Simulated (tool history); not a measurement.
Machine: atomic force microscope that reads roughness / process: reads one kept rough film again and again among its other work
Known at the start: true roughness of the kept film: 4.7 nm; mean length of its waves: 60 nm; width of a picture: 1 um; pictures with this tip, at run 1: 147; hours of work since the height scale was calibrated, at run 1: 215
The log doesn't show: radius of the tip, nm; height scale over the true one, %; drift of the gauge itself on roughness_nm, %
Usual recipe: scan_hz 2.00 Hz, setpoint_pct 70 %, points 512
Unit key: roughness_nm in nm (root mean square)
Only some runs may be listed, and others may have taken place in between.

| run | hour | scan_hz | setpoint_pct | points | pictures with this tip | hours of work since the height scale was calibrated | roughness_nm |
|---|---|---|---|---|---|---|---|
| 1 | 0.0 | 2.00 | 70 | 512 | 147 | 215 | 3.950 |
| 2 | 11.6 | 2.00 | 70 | 512 | 176 | 225 | 3.931 |
| 3 | 23.3 | 2.00 | 70 | 512 | 204 | 234 | 3.922 |
| 4 | 34.0 | 2.00 | 70 | 512 | 231 | 242 | 3.897 |
| 5 | 45.9 | 2.00 | 70 | 512 | 260 | 251 | 3.886 |
| 6 | 51.7 | 2.00 | 70 | 512 | 274 | 256 | 3.816 |
| 7 | 60.6 | 2.00 | 70 | 512 | 296 | 263 | 3.808 |
| 8 | 67.9 | 2.00 | 70 | 512 | 314 | 268 | 3.815 |
| 9 | 80.6 | 2.00 | 70 | 512 | 345 | 278 | 3.773 |
| 10 | 88.0 | 2.00 | 70 | 271 | 363 | 284 | 3.768 |
|  | 99.0 | new tip fitted |
| 11 | 99.8 | 2.00 | 70 | 271 | 2 | 293 | 4.152 |
| 12 | 109.1 | 2.00 | 70 | 512 | 25 | 300 | 4.106 |
| 13 | 115.9 | 2.00 | 70 | 512 | 41 | 305 | 4.078 |
| 14 | 121.4 | 2.00 | 70 | 390 | 55 | 310 | 4.084 |
| 15 | 130.7 | 2.00 | 70 | 390 | 78 | 317 | 4.050 |
| 16 | 140.9 | 2.00 | 70 | 390 | 103 | 325 | 4.029 |
| 17 | 146.2 | 2.00 | 70 | 390 | 116 | 329 | 3.980 |
| 18 | 158.7 | 2.00 | 74 | 390 | 147 | 339 | 3.905 |
| 19 | 170.3 | 2.00 | 74 | 390 | 175 | 348 | 3.877 |
| 20 | 177.2 | 2.00 | 74 | 390 | 192 | 353 | 3.846 |
| 21 | 187.2 | 2.00 | 70 | 512 | 216 | 361 | 3.902 |
| 22 | 196.8 | 2.00 | 70 | 512 | 240 | 369 | 3.876 |
| 23 | 204.9 | 2.00 | 70 | 512 | 260 | 375 | 3.855 |
| 24 | 218.0 | 3.08 | 70 | 436 | 292 | 385 | 3.650 |
| 25 | 229.3 | 3.75 | 64 | 333 | 320 | 394 | 3.708 |
| 26 | 240.1 | 3.75 | 64 | 333 | 346 | 402 | 3.668 |
| 27 | 251.9 | 3.75 | 64 | 333 | 375 | 412 | 3.642 |
|  | 257.9 | new tip fitted |
| 28 | 261.2 | 0.96 | 63 | 257 | 8 | 418 | 4.359 |
| 29 | 267.1 | 3.05 | 70 | 448 | 22 | 423 | 3.952 |
| 30 | 273.3 | 3.05 | 70 | 448 | 38 | 428 | 3.968 |
| 31 | 285.5 | 2.90 | 58 | 733 | 68 | 437 | 4.179 |
| 32 | 291.3 | 2.90 | 58 | 733 | 82 | 442 | 4.203 |
| 33 | 299.7 | 3.02 | 66 | 767 | 103 | 449 | 4.005 |
| 34 | 311.5 | 3.02 | 66 | 767 | 131 | 458 | 3.938 |
| 35 | 320.0 | 3.02 | 66 | 767 | 152 | 464 | 3.925 |
| 36 | 330.6 | 1.60 | 89 | 512 | 178 | 473 | 3.622 |
| 37 | 342.7 | 1.60 | 89 | 512 | 208 | 482 | 3.595 |
| 38 | 349.4 | 1.60 | 89 | 512 | 224 | 487 | 3.580 |
| 39 | 362.2 | 1.60 | 89 | 512 | 256 | 497 | 3.537 |
| 40 | 369.8 | 1.60 | 89 | 269 | 275 | 503 | 3.561 |
| 41 | 379.0 | 2.40 | 88 | 269 | 297 | 510 | 3.295 |
| 42 | 387.2 | 2.00 | 70 | 502 | 317 | 517 | 3.804 |
| 43 | 400.3 | 2.00 | 70 | 502 | 349 | 527 | 3.760 |
| 44 | 407.3 | 2.00 | 70 | 502 | 367 | 533 | 3.758 |
| 45 | 415.5 | 2.13 | 73 | 655 | 387 | 539 | 3.688 |

Entry by entry between the runs, the difference in hidden state between the last listed run before and the first listed run after:
After run 10, before run 11: new tip fitted (hour 99.0)
  radius of the tip, nm: 29 -> 7.3; height scale over the true one, %: -0.18 -> -0.19
  difference, measured minus the result without the unlogged condition, roughness_nm: -0.421 -> -0.013 nm (root mean square)
After run 27, before run 28: new tip fitted (hour 257.9)
  radius of the tip, nm: 30.2 -> 7.6
  difference, measured minus the result without the unlogged condition, roughness_nm: -0.431 -> -0.026 nm (root mean square)
